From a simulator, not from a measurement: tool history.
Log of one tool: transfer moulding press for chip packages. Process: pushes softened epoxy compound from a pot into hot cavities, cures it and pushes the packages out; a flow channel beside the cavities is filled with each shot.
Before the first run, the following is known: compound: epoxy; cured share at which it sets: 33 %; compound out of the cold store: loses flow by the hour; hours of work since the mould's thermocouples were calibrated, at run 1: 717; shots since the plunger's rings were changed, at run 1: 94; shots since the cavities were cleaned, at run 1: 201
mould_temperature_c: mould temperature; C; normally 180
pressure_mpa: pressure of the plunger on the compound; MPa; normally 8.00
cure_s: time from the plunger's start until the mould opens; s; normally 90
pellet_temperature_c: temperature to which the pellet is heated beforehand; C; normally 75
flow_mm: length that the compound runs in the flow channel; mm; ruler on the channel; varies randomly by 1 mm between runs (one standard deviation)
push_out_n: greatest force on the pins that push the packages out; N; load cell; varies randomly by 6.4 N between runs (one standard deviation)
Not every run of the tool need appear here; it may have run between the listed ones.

| run | hour | mould_temperature_c | pressure_mpa | cure_s | pellet_temperature_c | hours of work since the mould's thermocouples were calibrated | shots since the plunger's rings were changed | shots since the cavities were cleaned | incoming compound's hours out of the cold store | flow_mm | push_out_n |
|---|---|---|---|---|---|---|---|---|---|---|---|
| 1 | 0.0 | 180 | 8.00 | 90 | 75 | 717 | 94 | 201 | 43.1 | 501 | 235 |
| 2 | 20.3 | 180 | 8.00 | 90 | 75 | 729 | 310 | 417 | 11.1 | 541 | 261 |
|  | 24.2 | cavities cleaned with cleaning compound and waxed |
|  | 29.5 | mould's thermocouples calibrated |
| 3 | 50.3 | 180 | 8.00 | 90 | 75 | 12 | 593 | 258 | 18.7 | 531 | 245 |
|  | 68.9 | cavities cleaned with cleaning compound and waxed |
| 4 | 70.0 | 180 | 8.00 | 90 | 75 | 23 | 786 | 12 | 30.9 | 515 | 237 |
| 5 | 90.3 | 175 | 8.00 | 90 | 75 | 35 | 1002 | 228 | 15.2 | 546 | 396 |
|  | 111.3 | cavities cleaned with cleaning compound and waxed |
| 6 | 121.9 | 180 | 8.00 | 101 | 75 | 53 | 1322 | 113 | 33.6 | 512 | 214 |
| 7 | 147.8 | 180 | 8.00 | 101 | 75 | 68 | 1598 | 389 | 45.9 | 499 | 209 |
|  | 153.3 | cavities cleaned with cleaning compound and waxed |
| 8 | 165.0 | 180 | 8.00 | 101 | 75 | 77 | 1765 | 124 | 21.2 | 526 | 200 |
| 9 | 187.4 | 177 | 8.14 | 72 | 70 | 91 | 2004 | 363 | 42.7 | 513 | 530 |
|  | 195.4 | cavities cleaned with cleaning compound and waxed |
| 10 | 219.3 | 175 | 6.08 | 90 | 81 | 108 | 2326 | 254 | 39.8 | 449 | 362 |
|  | 238.2 | cavities cleaned with cleaning compound and waxed |
| 11 | 241.8 | 180 | 9.56 | 73 | 75 | 121 | 2550 | 38 | 47.9 | 542 | 411 |
|  | 247.0 | plunger's sealing rings changed |
| 12 | 277.4 | 180 | 9.56 | 73 | 75 | 140 | 324 | 391 | 36.5 | 557 | 419 |
|  | 282.9 | cavities cleaned with cleaning compound and waxed |
| 13 | 303.8 | 176 | 8.00 | 90 | 78 | 155 | 588 | 222 | 29.8 | 526 | 343 |

Branching from run 13: 4 alternative next runs. What would each branch give?
|  | 327.1 | cavities cleaned with cleaning compound and waxed |
| A | 340.4 | 175 | 8.00 | 90 | 78 | 176 | 962 | 142 | 9.1 | ? | ? |
|  | 327.1 | cavities cleaned with cleaning compound and waxed |
| B | 340.4 | 173 | 8.93 | 95 | 78 | 176 | 962 | 142 | 24.8 | ? | ? |
|  | 327.1 | cavities cleaned with cleaning compound and waxed |
| C | 340.4 | 176 | 8.00 | 90 | 78 | 176 | 962 | 142 | 26.1 | ? | ? |
|  | 327.1 | cavities cleaned with cleaning compound and waxed |
| D | 340.4 | 180 | 7.50 | 90 | 75 | 176 | 962 | 142 | 31.6 | ? | ? |

| run | flow_mm | push_out_n |
|---|---|---|
| A | 555 | 371 |
| B | 571 | 380 |
| C | 530 | 331 |
| D | 498 | 263 |
The same runs, with their run-to-run variation unchanged, on a tool lacking any hidden condition would have given:
| run | flow_mm | push_out_n |
|---|---|---|
| A | 555 | 370 |
| B | 571 | 379 |
| C | 530 | 330 |
| D | 498 | 262 |

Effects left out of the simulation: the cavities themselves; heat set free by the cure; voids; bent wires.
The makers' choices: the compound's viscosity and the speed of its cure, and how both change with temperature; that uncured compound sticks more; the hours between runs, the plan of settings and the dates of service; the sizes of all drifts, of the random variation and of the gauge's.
